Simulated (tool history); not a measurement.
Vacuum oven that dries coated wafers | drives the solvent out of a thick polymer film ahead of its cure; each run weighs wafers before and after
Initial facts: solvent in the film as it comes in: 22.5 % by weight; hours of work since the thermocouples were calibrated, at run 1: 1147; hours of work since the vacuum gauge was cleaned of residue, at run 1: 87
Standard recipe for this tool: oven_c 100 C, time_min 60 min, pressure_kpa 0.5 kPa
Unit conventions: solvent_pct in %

| run | day | oven_c | time_min | pressure_kpa | hours of work since the thermocouples were calibrated | hours of work since the vacuum gauge was cleaned of residue | solvent_pct |
|---|---|---|---|---|---|---|---|
| 1 | 0 | 100 | 60 | 0.5 | 1147 | 87 | 1.12 |
| 2 | 0.467 | 100 | 60 | 0.5 | 1153 | 93 | 1.05 |
| 3 | 0.862 | 100 | 60 | 0.5 | 1159 | 98 | 1.05 |
| 4 | 1.304 | 100 | 60 | 0.5 | 1164 | 104 | 1.12 |
| 5 | 1.658 | 100 | 60 | 0.5 | 1169 | 109 | 1.05 |
| 6 | 2.162 | 100 | 60 | 0.5 | 1176 | 115 | 1.07 |
| 7 | 2.467 | 100 | 67 | 0.5 | 1180 | 119 | 0.82 |
| 8 | 2.7 | 100 | 67 | 0.5 | 1183 | 122 | 0.79 |
| 9 | 3.067 | 90 | 39 | 0.5 | 1187 | 127 | 5.22 |
|  | 3.183 | oven's thermocouples calibrated |
| 10 | 3.479 | 90 | 84 | 0.363 | 4 | 131 | 1.34 |
| 11 | 3.721 | 90 | 84 | 0.363 | 7 | 135 | 1.37 |
|  | 4.058 | oven's thermocouples calibrated, once more |
| 12 | 4.267 | 94 | 57 | 1.005 | 3 | 141 | 2.13 |
| 13 | 4.583 | 94 | 57 | 1.005 | 7 | 145 | 2.16 |
| 14 | 5.067 | 100 | 107 | 0.5 | 13 | 151 | 0.22 |
| 15 | 5.517 | 90 | 60 | 0.763 | 19 | 157 | 2.65 |
| 16 | 5.746 | 90 | 60 | 0.763 | 22 | 160 | 2.58 |

Subtracting, for every run, the result it would have given without the tool's unlogged condition from the measured result gives the following. The same run-to-run variation enters both numbers; the gauge's scatter may not:
Hidden state at play: true wafer temperature over the reading, C; true pressure over the reading, kPa; drift of the gauge itself on solvent_pct, %.
| run | solvent_pct |
|---|---|
| 1 | +0.14 |
| 2 | +0.14 |
| 3 | +0.14 |
| 4 | +0.14 |
| 5 | +0.14 |
| 6 | +0.15 |
| 7 | +0.11 |
| 8 | +0.12 |
| 9 | +0.35 |
| 10 | +0.23 |
| 11 | +0.22 |
| 12 | +0.07 |
| 13 | +0.07 |
| 14 | +0.01 |
| 15 | +0.09 |
| 16 | +0.09 |

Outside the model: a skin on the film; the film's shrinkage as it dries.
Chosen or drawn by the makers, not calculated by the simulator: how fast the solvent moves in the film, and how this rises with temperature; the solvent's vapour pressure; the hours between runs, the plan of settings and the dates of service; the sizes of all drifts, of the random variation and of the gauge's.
